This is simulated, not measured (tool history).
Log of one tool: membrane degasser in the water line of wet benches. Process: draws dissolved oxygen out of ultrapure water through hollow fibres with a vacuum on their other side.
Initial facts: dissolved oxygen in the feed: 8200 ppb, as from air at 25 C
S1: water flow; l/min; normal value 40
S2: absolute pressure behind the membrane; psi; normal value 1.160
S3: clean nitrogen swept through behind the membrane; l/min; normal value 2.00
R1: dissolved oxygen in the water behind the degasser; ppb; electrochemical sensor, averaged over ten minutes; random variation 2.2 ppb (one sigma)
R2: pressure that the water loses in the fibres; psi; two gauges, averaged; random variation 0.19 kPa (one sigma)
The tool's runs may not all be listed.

run,hour,S1,S2,S3,R1,R2
1,0.0,40,1.160,2.00,230.0,5.620
2,209.0,40,1.160,2.00,229.5,5.561
3,368.4,40,1.160,2.00,231.5,5.522
4,536.9,62,1.160,2.00,364.6,8.591
5,664.1,62,1.160,2.00,364.0,8.562
6,783.6,62,1.160,2.00,373.1,8.575
7,988.3,62,1.160,2.00,369.2,8.530
8,1189.9,62,1.160,2.00,372.2,8.499
9,1350.1,40,1.160,2.00,229.5,5.427
10,1555.8,40,1.160,2.00,229.3,5.451
11,1695.1,40,1.160,2.00,226.8,5.452
12,1881.4,48,1.160,2.00,282.4,6.505
13,1975.3,40,0.917,2.00,160.8,5.390
14,2113.4,35,1.160,2.00,198.3,4.744
# hour 2271.8: gauge calibrated
15,2306.4,40,1.160,1.97,234.9,5.558
16,2487.1,40,1.160,1.97,236.5,5.580
17,2668.6,40,1.160,2.00,231.3,5.584
18,2803.3,58,2.879,1.59,1147.1,8.037
19,2895.1,40,1.745,2.00,395.8,5.495
20,3113.8,40,1.745,2.00,404.7,5.538
21,3263.8,36,0.938,2.76,114.3,4.962
22,3479.1,47,1.208,2.44,252.8,6.466
23,3682.9,45,1.024,2.00,221.9,6.126
24,3791.4,41,1.160,2.00,236.1,5.588
25,3936.5,41,1.160,2.00,237.5,5.588
26,4136.4,40,0.763,3.22,80.3,5.443

Run 27, settings as shown, results not yet in. Your forecast:
27,4295.3,57,0.763,3.07,?,?

{"run 27": {"R1": 142.1, "R2": 7.723}}
If the tool had no hidden condition, the same run with the same run-to-run variation would have returned R1 141.5 ppb, R2 7.897 psi.
